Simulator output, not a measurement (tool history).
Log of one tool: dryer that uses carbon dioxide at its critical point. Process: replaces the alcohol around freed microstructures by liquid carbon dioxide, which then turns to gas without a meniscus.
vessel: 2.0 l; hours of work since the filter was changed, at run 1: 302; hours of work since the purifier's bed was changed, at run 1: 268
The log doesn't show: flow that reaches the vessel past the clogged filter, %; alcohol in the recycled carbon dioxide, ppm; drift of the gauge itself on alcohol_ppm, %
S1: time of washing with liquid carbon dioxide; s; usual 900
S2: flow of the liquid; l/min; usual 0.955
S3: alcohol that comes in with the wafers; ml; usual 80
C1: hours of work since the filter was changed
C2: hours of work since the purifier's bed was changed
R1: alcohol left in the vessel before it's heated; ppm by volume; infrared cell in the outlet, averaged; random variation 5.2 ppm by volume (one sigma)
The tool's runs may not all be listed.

run	hour	S1	S2	S3	C1	C2	R1
1	0.0	900	0.955	80	302	268	149
2	14.4	900	0.955	80	309	275	147
3	31.0	900	0.955	80	317	283	142
4	54.3	900	0.955	80	328	294	148
5	72.5	900	0.955	80	336	302	151
6	91.8	900	0.643	80	345	311	860
7	114.2	900	0.643	80	356	322	832
8	130.2	1320	0.955	80	363	329	29
9	143.8	1320	0.955	23	370	336	21
10	167.6	1320	0.955	23	381	347	32
11	181.4	1320	0.955	23	387	353	30
12	205.0	1320	0.955	23	398	364	35
13	220.9	1320	0.955	23	406	372	35
14	238.7	1320	1.144	23	414	380	23
# hour 243.0: inlet filter changed
15	260.6	1320	1.144	23	8	390	31
16	274.3	660	0.955	38	15	397	239
17	285.4	900	1.051	35	20	402	48
18	297.8	900	1.051	35	26	408	45
19	320.5	960	0.749	35	36	418	139

5 ways to go on from here, each from the tool as it stands after run 19. What would each give?
A	338.2	900	0.935	44	45	427	?
B	338.2	1140	0.885	23	45	427	?
C	338.2	900	0.955	51	45	427	?
D	338.2	1140	0.749	52	45	427	?
E	338.2	1380	1.230	32	45	427	?

run	R1
A	90
B	33
C	90
D	87
E	34
Without the tool's hidden state the same runs would have given:
run	R1
A	60
B	7
C	59
D	56
E	9

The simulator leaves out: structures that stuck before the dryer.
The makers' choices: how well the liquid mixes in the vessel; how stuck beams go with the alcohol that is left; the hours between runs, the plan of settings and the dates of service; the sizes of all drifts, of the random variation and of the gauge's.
